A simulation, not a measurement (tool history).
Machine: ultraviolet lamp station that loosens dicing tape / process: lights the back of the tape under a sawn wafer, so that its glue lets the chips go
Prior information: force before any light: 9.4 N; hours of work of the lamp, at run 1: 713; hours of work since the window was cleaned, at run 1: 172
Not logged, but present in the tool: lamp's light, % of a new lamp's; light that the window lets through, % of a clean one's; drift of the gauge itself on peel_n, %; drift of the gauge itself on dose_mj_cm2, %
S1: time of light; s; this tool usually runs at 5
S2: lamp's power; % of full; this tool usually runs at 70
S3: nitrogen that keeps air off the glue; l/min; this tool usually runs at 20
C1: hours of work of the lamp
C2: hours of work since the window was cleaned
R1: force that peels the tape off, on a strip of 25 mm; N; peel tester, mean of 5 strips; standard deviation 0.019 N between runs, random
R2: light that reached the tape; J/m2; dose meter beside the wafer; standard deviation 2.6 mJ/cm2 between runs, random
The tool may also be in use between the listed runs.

run	day	S1	S2	S3	C1	C2	R1	R2
1	0	5	70	20	713	172	0.919	3320
2	0.908	5	70	20	730	189	0.97	3310
3	1.612	5	70	20	743	202	0.937	3330
4	2.183	5	70	20	754	213	0.936	3320
5	3.146	5	70	20	772	231	0.919	3310
6	3.767	5	70	20	783	243	0.941	3340
7	4.4	5	68	20	795	255	0.975	3230
8	5.075	5	68	20	808	267	0.989	3230
9	5.904	4	70	20	823	283	1.403	2650
10	6.796	4	70	20	840	299	1.416	2630
11	7.442	4	70	20	852	312	1.379	2670
# day 7.725: window cleaned of glue's vapour
12	8.083	5	70	20	864	7	0.894	3350
13	9.079	5	70	20	883	25	0.942	3320
14	9.6	5	70	20	892	35	0.956	3320
15	10.479	6	77	9	909	52	1.077	4440
16	10.929	3	90	13	917	60	2	2520
17	11.658	3	90	13	931	74	2.009	2610
18	12.671	3	90	10	950	93	2.372	2590
19	13.638	2	83	16	968	111	3.241	1600
20	14.246	8	64	20	979	122	0.441	4870
21	14.758	2	85	20	989	132	2.889	1670
22	15.275	2	73	39	998	141	2.609	1370
23	16.192	2	73	39	1016	159	2.673	1390
24	16.742	2	96	7	1026	169	3.94	1770
25	17.375	8	85	12	1038	181	0.389	6480
26	18.271	2	70	26	1055	197	3.282	1340
27	18.933	5	85	24	1067	210	0.534	4070

What if the next run were any one of these 4? Each begins from the tool's condition after run 27:
A	19.621	2	85	39	1080	223	?	?
B	19.621	4	84	18	1080	223	?	?
C	19.621	4	75	7	1080	223	?	?
D	19.621	6	85	10	1080	223	?	?

run	R1	R2
A	2.106	1600
B	1.113	3160
C	2.523	2850
D	0.795	4860
Had the tool no hidden state, the same runs would have come out as:
run	R1	R2
A	2.1	1610
B	1.11	3160
C	2.518	2850
D	0.792	4870
